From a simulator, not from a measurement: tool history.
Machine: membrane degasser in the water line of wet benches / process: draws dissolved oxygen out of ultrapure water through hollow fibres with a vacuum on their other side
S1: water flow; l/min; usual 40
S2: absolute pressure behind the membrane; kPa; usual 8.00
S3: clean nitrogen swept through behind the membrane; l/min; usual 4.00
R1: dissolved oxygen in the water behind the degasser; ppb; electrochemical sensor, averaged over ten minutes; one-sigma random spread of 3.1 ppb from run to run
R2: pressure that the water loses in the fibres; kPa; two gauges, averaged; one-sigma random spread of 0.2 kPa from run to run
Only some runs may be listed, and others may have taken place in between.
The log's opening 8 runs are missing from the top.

run 9 day=74.767 | S1=40 S2=9.80 S3=4.00 | R1=351.6 R2=45.03
run 10 day=83.654 | S1=40 S2=8.00 S3=4.00 | R1=309.7 R2=45.10
run 11 day=89.871 | S1=40 S2=14.84 S3=4.00 | R1=463.3 R2=45.01
-- day=94.512 seals of the vacuum lines changed
run 12 day=103.642 | S1=40 S2=14.84 S3=4.00 | R1=453.7 R2=45.15
run 13 day=118.171 | S1=40 S2=14.84 S3=4.00 | R1=453.7 R2=45.13
run 14 day=129.033 | S1=40 S2=14.84 S3=4.00 | R1=460.9 R2=45.25
run 15 day=141.942 | S1=40 S2=8.00 S3=4.00 | R1=310.2 R2=45.23
run 16 day=150.575 | S1=40 S2=8.00 S3=4.00 | R1=311.6 R2=45.71
run 17 day=156.929 | S1=26 S2=8.28 S3=6.80 | R1=153.9 R2=29.50
run 18 day=168.400 | S1=26 S2=8.28 S3=6.80 | R1=154.1 R2=29.52
run 19 day=174.946 | S1=40 S2=8.00 S3=6.03 | R1=279.1 R2=45.20
run 20 day=184.033 | S1=40 S2=5.38 S3=7.39 | R1=232.6 R2=45.63
run 21 day=196.912 | S1=61 S2=15.42 S3=7.91 | R1=557.7 R2=69.81
run 22 day=209.842 | S1=29 S2=6.90 S3=1.74 | R1=264.5 R2=33.02
run 23 day=219.488 | S1=24 S2=6.35 S3=4.26 | R1=135.9 R2=27.16
run 24 day=230.108 | S1=58 S2=17.17 S3=1.96 | R1=1085.2 R2=66.52
run 25 day=243.171 | S1=58 S2=17.17 S3=1.96 | R1=1074.6 R2=66.53
run 26 day=252.112 | S1=27 S2=12.85 S3=1.96 | R1=403.5 R2=30.90
run 27 day=261.042 | S1=27 S2=12.85 S3=1.96 | R1=406.8 R2=31.04
run 28 day=269.379 | S1=40 S2=10.34 S3=3.79 | R1=374.8 R2=46.21
run 29 day=282.204 | S1=41 S2=5.94 S3=4.00 | R1=276.7 R2=47.22
run 30 day=290.371 | S1=41 S2=5.94 S3=4.00 | R1=276.6 R2=47.01
run 31 day=305.108 | S1=41 S2=5.94 S3=4.00 | R1=274.0 R2=47.01
-- day=310.662 gauge calibrated
run 32 day=313.554 | S1=32 S2=19.96 S3=4.00 | R1=446.6 R2=36.15

4 options for the next run, each taken on its own from the tool as it stands now. Forecast them:
run A day=326.300 | S1=40 S2=8.00 S3=6.42 | R1=? R2=?
run B day=326.300 | S1=43 S2=8.00 S3=4.00 | R1=? R2=?
run C day=326.300 | S1=32 S2=17.20 S3=7.38 | R1=? R2=?
run D day=326.300 | S1=30 S2=14.54 S3=1.66 | R1=? R2=?

run=A R1=274.8 R2=45.15
run=B R1=337.8 R2=48.47
run=C R1=291.0 R2=35.81
run=D R1=563.7 R2=34.11
What these runs would have given with no unlogged condition in the tool:
run=A R1=273.8 R2=45.04
run=B R1=336.7 R2=48.36
run=C R1=290.2 R2=35.73
run=D R1=562.7 R2=34.03
